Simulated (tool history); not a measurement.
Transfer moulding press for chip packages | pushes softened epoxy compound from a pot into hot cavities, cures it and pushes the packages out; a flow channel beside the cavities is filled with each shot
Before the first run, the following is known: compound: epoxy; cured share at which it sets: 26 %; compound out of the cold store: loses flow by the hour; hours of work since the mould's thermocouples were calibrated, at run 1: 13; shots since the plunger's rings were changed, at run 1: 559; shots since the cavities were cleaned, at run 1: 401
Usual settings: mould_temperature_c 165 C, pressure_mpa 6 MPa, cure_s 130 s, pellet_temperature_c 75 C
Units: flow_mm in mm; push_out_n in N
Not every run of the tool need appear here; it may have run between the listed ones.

run,hour,mould_temperature_c,pressure_mpa,cure_s,pellet_temperature_c,hours of work since the mould's thermocouples were calibrated,shots since the plunger's rings were changed,shots since the cavities were cleaned,incoming compound's hours out of the cold store,flow_mm,push_out_n
1,0,165,6,130,75,13,559,401,43.8,682,329
2,8.6,165,6,130,75,17,611,453,45.9,671,354
3,16.9,159,6,130,75,20,661,503,27.1,762,572
4,23.2,159,6,130,75,23,699,541,27.5,761,574
5,28.5,165,6,130,75,25,731,573,24.9,758,358
# hour 30.8: cavities cleaned with cleaning compound and waxed
6,37.4,164,6,130,75,28,776,40,45.5,678,230
7,42.3,164,6,130,75,30,806,70,21.8,774,247
8,47.5,164,6,130,75,33,837,101,35.2,717,268
9,51.6,167,6,130,75,34,861,125,9.6,826,254
10,56.6,161,7.16,121,72,37,892,156,29.8,813,411

Expected results for the next run?
11,64.2,167,6.1,133,75,40,938,202,15.1,?,?

flow_mm: 807 mm
push_out_n: 254 N
With the hidden condition absent and the run-to-run variation left alone, this run would have shown flow_mm 815 mm, push_out_n 185 N.
